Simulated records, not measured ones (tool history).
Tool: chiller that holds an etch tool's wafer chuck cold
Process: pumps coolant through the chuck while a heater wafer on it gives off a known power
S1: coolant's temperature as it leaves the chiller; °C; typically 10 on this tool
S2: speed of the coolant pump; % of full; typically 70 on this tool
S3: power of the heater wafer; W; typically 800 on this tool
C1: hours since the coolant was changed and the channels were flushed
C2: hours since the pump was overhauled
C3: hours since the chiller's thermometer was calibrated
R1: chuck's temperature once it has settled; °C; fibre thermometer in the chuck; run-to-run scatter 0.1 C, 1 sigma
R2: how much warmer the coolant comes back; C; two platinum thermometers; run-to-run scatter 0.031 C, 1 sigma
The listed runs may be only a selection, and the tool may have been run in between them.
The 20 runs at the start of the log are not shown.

Run 21, hour 1376.5: usual settings but S1 12 °C, S2 74 % of full, S3 796 W; C1 3775; C2 3775; C3 736. Result: R1 18.4 °C, R2 2.13 C.
Run 22, hour 1437.1: usual settings but S1 9 °C, S3 531 W; C1 3835; C2 3835; C3 796. Result: R1 13.4 °C, R2 1.54 C.
Run 23, hour 1509.4: usual settings but S1 9 °C, S2 71 % of full, S3 771 W; C1 3908; C2 3908; C3 868. Result: R1 15.3 °C, R2 2.15 C.
Run 24, hour 1588.7: usual settings but S1 8 °C, S2 71 % of full, S3 727 W; C1 3987; C2 3987; C3 948. Result: R1 14.0 °C, R2 2.06 C.
Run 25, hour 1653.7: usual settings but S1 13 °C, S2 79 % of full, S3 793 W; C1 4052; C2 4052; C3 1013. Result: R1 19.2 °C, R2 2.02 C.
Run 26, hour 1720.9: usual settings but S1 13 °C, S2 79 % of full, S3 793 W; C1 4119; C2 4119; C3 1080. Result: R1 19.1 °C, R2 2.01 C.
Run 27, hour 1797.2: usual settings but S2 66 % of full, S3 793 W; C1 4195; C2 4195; C3 1156. Result: R1 16.9 °C, R2 2.47 C.
Run 28, hour 1868.5: usual settings but S2 66 % of full, S3 793 W; C1 4267; C2 4267; C3 1228. Result: R1 16.9 °C, R2 2.50 C.
Run 29, hour 1945.1: usual settings but S1 9 °C, S2 66 % of full, S3 594 W; C1 4343; C2 4343; C3 1304. Result: R1 14.2 °C, R2 1.84 C.
Run 30, hour 2013.8: usual settings but S1 20 °C, S2 99 % of full, S3 620 W; C1 4412; C2 4412; C3 1373. Result: R1 24.2 °C, R2 1.25 C.
Run 31, hour 2098.5: usual settings but S1 20 °C, S2 99 % of full, S3 620 W; C1 4497; C2 4497; C3 1458. Result: R1 24.1 °C, R2 1.32 C.

Consider 3 possible next runs. They are alternatives, not a sequence: every one starts from the tool as it was left by run 31. What does each give?
Run A, hour 2145.3: usual settings but S2 95 % of full; C1 4544; C2 4544; C3 1504. Result: R1 ?, R2 ?.
Run B, hour 2145.3: usual settings but S1 2 °C, S2 66 % of full, S3 929 W; C1 4544; C2 4544; C3 1504. Result: R1 ?, R2 ?.
Run C, hour 2145.3: usual settings but S1 19 °C, S2 78 % of full, S3 620 W; C1 4544; C2 4544; C3 1504. Result: R1 ?, R2 ?.

run    R1    R2
  A  15.6  1.72
  B  10.2  2.94
  C  23.8  1.61
With no hidden state in the tool, these same runs would have given:
run    R1    R2
  A  14.3  1.52
  B   8.3  2.59
  C  22.7  1.41

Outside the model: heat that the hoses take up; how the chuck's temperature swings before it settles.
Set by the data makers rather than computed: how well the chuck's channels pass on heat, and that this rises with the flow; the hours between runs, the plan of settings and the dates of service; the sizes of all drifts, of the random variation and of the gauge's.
